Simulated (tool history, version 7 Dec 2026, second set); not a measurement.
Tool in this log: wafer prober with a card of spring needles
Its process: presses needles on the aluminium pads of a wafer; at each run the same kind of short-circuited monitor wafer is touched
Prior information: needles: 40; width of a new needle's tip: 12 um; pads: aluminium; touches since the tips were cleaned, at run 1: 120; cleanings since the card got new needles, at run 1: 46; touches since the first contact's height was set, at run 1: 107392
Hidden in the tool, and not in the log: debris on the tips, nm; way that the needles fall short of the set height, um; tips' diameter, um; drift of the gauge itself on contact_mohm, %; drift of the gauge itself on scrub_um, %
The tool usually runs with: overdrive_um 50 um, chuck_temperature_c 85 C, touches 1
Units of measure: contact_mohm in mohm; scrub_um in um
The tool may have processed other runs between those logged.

run	hour	overdrive_um	chuck_temperature_c	touches	touches since the tips were cleaned	cleanings since the card got new needles	touches since the first contact's height was set	contact_mohm	scrub_um
1	0.0	50	85	1	120	46	107392	268	7.95
# hour 10.5: tips cleaned on abrasive film
2	17.2	50	85	1	1348	47	110806	286	7.69
# hour 21.8: tips cleaned on abrasive film
# hour 32.5: tips cleaned on abrasive film
3	37.2	50	85	1	944	49	114762	282	7.72
# hour 42.8: tips cleaned on abrasive film
4	47.5	50	85	1	938	50	116796	277	7.69
# hour 53.1: tips cleaned on abrasive film
# hour 63.1: tips cleaned on abrasive film
5	68.3	50	44	1	1035	52	120901	273	7.58
# hour 74.6: tips cleaned on abrasive film
6	77.9	50	44	1	650	53	122792	269	7.70
# hour 84.7: tips cleaned on abrasive film
7	91.4	50	44	3	1337	54	125468	260	7.42
# hour 94.9: tips cleaned on abrasive film
8	101.6	50	44	3	1336	55	127496	263	7.72
# hour 105.6: tips cleaned on abrasive film
# hour 116.1: tips cleaned on abrasive film
9	121.6	32	85	1	1084	57	131431	304	4.73
# hour 126.4: tips cleaned on abrasive film
10	134.8	36	85	1	1681	58	134051	308	5.34
# hour 137.3: tips cleaned on abrasive film
# hour 148.5: tips cleaned on abrasive film
11	156.1	36	85	1	1522	60	138261	307	5.21
# hour 158.9: tips cleaned on abrasive film
# hour 170.1: tips cleaned on abrasive film
12	175.7	50	63	1	1118	62	142133	278	7.47
# hour 181.0: tips cleaned on abrasive film
13	188.7	50	61	1	1543	63	144717	285	7.57
# hour 191.8: tips cleaned on abrasive film
# hour 201.9: tips cleaned on abrasive film
14	201.9	35	85	1	0	65	147312	270	5.15
# hour 212.1: tips cleaned on abrasive film
15	212.1	35	85	1	0	66	149311	277	5.11
# hour 222.9: tips cleaned on abrasive film
16	223.3	35	85	1	81	67	151536	279	5.06
17	232.5	66	96	1	1918	67	153373	282	10.07
# hour 234.1: tips cleaned on abrasive film
# hour 244.4: tips cleaned on abrasive film
18	248.3	66	96	1	785	69	156488	281	10.01
# hour 255.3: tips cleaned on abrasive film
19	263.5	49	97	1	1648	70	159505	292	7.49
# hour 265.9: tips cleaned on abrasive film
# hour 276.3: tips cleaned on abrasive film
20	283.8	36	85	2	1481	72	163499	295	5.24
# hour 286.4: tips cleaned on abrasive film
# hour 297.0: tips cleaned on abrasive film
21	304.1	36	85	2	1410	74	167517	294	5.09
# hour 308.6: tips cleaned on abrasive film
# hour 319.8: tips cleaned on abrasive film
22	321.0	33	61	2	241	76	170853	270	4.77
# hour 330.7: tips cleaned on abrasive film
23	337.1	32	73	1	1276	77	174047	314	4.49
# hour 341.5: tips cleaned on abrasive film
# hour 341.8: height of the first contact set anew
# hour 353.0: tips cleaned on abrasive film
24	357.2	69	66	1	842	79	3055	273	11.10
# hour 364.2: tips cleaned on abrasive film
# hour 374.5: tips cleaned on abrasive film
25	377.2	56	102	1	538	81	7012	278	9.04
# hour 386.0: tips cleaned on abrasive film
26	387.0	36	67	1	184	82	8937	271	5.69
# hour 396.4: tips cleaned on abrasive film
27	405.0	31	34	1	1714	83	12508	308	4.80
# hour 407.1: tips cleaned on abrasive film
# hour 418.8: tips cleaned on abrasive film
28	419.6	60	70	2	157	85	15386	257	9.68
# hour 430.0: tips cleaned on abrasive film
29	435.6	52	48	2	1118	86	18564	265	8.48
# hour 440.9: tips cleaned on abrasive film
# hour 451.2: tips cleaned on abrasive film
30	451.4	50	85	1	33	88	21668	269	8.03
# hour 462.4: tips cleaned on abrasive film
31	469.8	50	85	1	1477	89	25330	288	7.88
# hour 473.1: tips cleaned on abrasive film
# hour 483.4: tips cleaned on abrasive film
32	483.4	57	84	3	0	91	27999	266	9.08

Below are 4 alternative next runs, each starting from the tool's condition after run 32. Predict each:
# hour 494.8: tips cleaned on abrasive film
A	501.3	57	39	3	1297	92	31564	?	?
# hour 494.8: tips cleaned on abrasive film
B	501.3	58	65	1	1297	92	31564	?	?
# hour 494.8: tips cleaned on abrasive film
C	501.3	59	92	3	1297	92	31564	?	?
# hour 494.8: tips cleaned on abrasive film
D	501.3	50	82	1	1297	92	31564	?	?

run	contact_mohm	scrub_um
A	255	9.03
B	280	9.30
C	275	9.32
D	288	8.00
The same runs, with their run-to-run variation unchanged, on a tool lacking any hidden condition would have given:
run	contact_mohm	scrub_um
A	249	9.14
B	263	9.40
C	269	9.43
D	268	8.11
